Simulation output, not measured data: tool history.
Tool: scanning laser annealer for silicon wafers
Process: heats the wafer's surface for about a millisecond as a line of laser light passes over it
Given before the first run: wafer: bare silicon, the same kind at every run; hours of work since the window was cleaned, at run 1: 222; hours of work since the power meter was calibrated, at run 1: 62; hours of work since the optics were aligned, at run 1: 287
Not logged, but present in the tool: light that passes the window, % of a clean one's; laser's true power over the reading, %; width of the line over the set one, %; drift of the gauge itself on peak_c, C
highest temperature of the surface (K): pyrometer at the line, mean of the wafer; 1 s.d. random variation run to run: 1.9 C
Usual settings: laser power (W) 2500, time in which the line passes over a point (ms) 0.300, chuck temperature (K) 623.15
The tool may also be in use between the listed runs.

| run | hour | laser power (W) | time in which the line passes over a point (ms) | chuck temperature (K) | hours of work since the window was cleaned | hours of work since the power meter was calibrated | hours of work since the optics were aligned | highest temperature of the surface (K) |
|---|---|---|---|---|---|---|---|---|
| 1 | 0.0 | 2500 | 0.300 | 623.15 | 222 | 62 | 287 | 1340.15 |
| 2 | 7.9 | 2500 | 0.240 | 623.15 | 226 | 66 | 291 | 1249.15 |
| 3 | 19.5 | 2500 | 0.240 | 623.15 | 231 | 72 | 296 | 1250.15 |
| 4 | 28.0 | 2500 | 0.240 | 623.15 | 235 | 76 | 301 | 1254.15 |
| 5 | 39.6 | 2500 | 0.240 | 623.15 | 241 | 81 | 306 | 1248.15 |
| 6 | 49.1 | 2500 | 0.240 | 623.15 | 246 | 86 | 311 | 1251.15 |
| 7 | 58.2 | 2500 | 0.300 | 623.15 | 250 | 91 | 315 | 1338.15 |
| 8 | 67.2 | 2500 | 0.300 | 623.15 | 255 | 95 | 320 | 1338.15 |
| 9 | 78.5 | 2500 | 0.300 | 623.15 | 260 | 101 | 325 | 1341.15 |
| 10 | 84.0 | 2500 | 0.300 | 623.15 | 263 | 103 | 328 | 1338.15 |
| 11 | 91.3 | 2500 | 0.300 | 660.15 | 267 | 107 | 332 | 1374.15 |
| 12 | 99.3 | 2500 | 0.300 | 609.15 | 270 | 111 | 336 | 1326.15 |
| 13 | 110.2 | 2500 | 0.300 | 623.15 | 276 | 116 | 341 | 1336.15 |
| 14 | 120.6 | 2500 | 0.300 | 623.15 | 281 | 121 | 346 | 1336.15 |
| 15 | 127.2 | 2500 | 0.300 | 589.15 | 284 | 124 | 349 | 1300.15 |
| 16 | 135.8 | 2500 | 0.317 | 623.15 | 288 | 129 | 354 | 1357.15 |
| 17 | 143.0 | 2500 | 0.317 | 623.15 | 292 | 132 | 357 | 1360.15 |
| 18 | 150.8 | 2500 | 0.300 | 623.15 | 296 | 136 | 361 | 1338.15 |
| 19 | 159.8 | 2500 | 0.300 | 623.15 | 300 | 140 | 365 | 1337.15 |
| 20 | 167.4 | 2500 | 0.300 | 623.15 | 304 | 144 | 369 | 1334.15 |
| 21 | 172.5 | 2500 | 0.300 | 623.15 | 306 | 147 | 372 | 1331.15 |
| 22 | 182.1 | 2500 | 0.215 | 613.15 | 311 | 151 | 376 | 1195.15 |
| 23 | 190.9 | 2641 | 0.215 | 597.15 | 315 | 156 | 381 | 1210.15 |
| 24 | 201.4 | 2214 | 0.300 | 646.15 | 321 | 161 | 386 | 1275.15 |
| 25 | 212.2 | 2741 | 0.219 | 591.15 | 326 | 166 | 391 | 1235.15 |
| 26 | 220.2 | 2741 | 0.299 | 591.15 | 330 | 170 | 395 | 1369.15 |
| 27 | 228.8 | 2396 | 0.300 | 623.15 | 334 | 174 | 399 | 1301.15 |
| 28 | 238.0 | 2396 | 0.300 | 623.15 | 339 | 179 | 404 | 1299.15 |
| 29 | 247.0 | 2396 | 0.311 | 623.15 | 343 | 183 | 408 | 1316.15 |
| 30 | 253.7 | 2451 | 0.300 | 623.15 | 346 | 187 | 411 | 1318.15 |
| 31 | 261.8 | 2706 | 0.300 | 623.15 | 350 | 191 | 415 | 1388.15 |
| 32 | 272.0 | 2305 | 0.367 | 650.15 | 355 | 196 | 420 | 1384.15 |
| 33 | 283.3 | 2305 | 0.367 | 650.15 | 361 | 201 | 426 | 1384.15 |
| 34 | 293.4 | 2305 | 0.367 | 650.15 | 366 | 206 | 431 | 1383.15 |
| 35 | 302.4 | 2305 | 0.367 | 650.15 | 370 | 211 | 435 | 1381.15 |
| 36 | 308.1 | 2305 | 0.367 | 618.15 | 373 | 213 | 438 | 1347.15 |
| 37 | 315.0 | 2500 | 0.277 | 623.15 | 376 | 217 | 442 | 1293.15 |
| 38 | 325.0 | 2315 | 0.212 | 659.15 | 381 | 222 | 446 | 1189.15 |
| 39 | 332.9 | 2315 | 0.212 | 659.15 | 385 | 225 | 450 | 1187.15 |
| 40 | 341.5 | 2315 | 0.212 | 659.15 | 389 | 230 | 455 | 1187.15 |
| 41 | 349.6 | 2195 | 0.240 | 623.15 | 393 | 234 | 459 | 1159.15 |

Measured less the same run without the tool's hidden state. The same run-to-run variation is in both; the gauge's scatter may not be:
| run | highest temperature of the surface (K) |
|---|---|
| 1 | -22.00 |
| 2 | -19.00 |
| 3 | -20.00 |
| 4 | -21.00 |
| 5 | -21.00 |
| 6 | -22.00 |
| 7 | -25.00 |
| 8 | -25.00 |
| 9 | -25.00 |
| 10 | -26.00 |
| 11 | -26.00 |
| 12 | -27.00 |
| 13 | -27.00 |
| 14 | -27.00 |
| 15 | -28.00 |
| 16 | -30.00 |
| 17 | -29.00 |
| 18 | -29.00 |
| 19 | -30.00 |
| 20 | -30.00 |
| 21 | -30.00 |
| 22 | -25.00 |
| 23 | -27.00 |
| 24 | -28.00 |
| 25 | -29.00 |
| 26 | -35.00 |
| 27 | -31.00 |
| 28 | -32.00 |
| 29 | -33.00 |
| 30 | -34.00 |
| 31 | -37.00 |
| 32 | -36.00 |
| 33 | -37.00 |
| 34 | -37.00 |
| 35 | -38.00 |
| 36 | -38.00 |
| 37 | -35.00 |
| 38 | -28.00 |
| 39 | -29.00 |
| 40 | -28.00 |
| 41 | -29.00 |
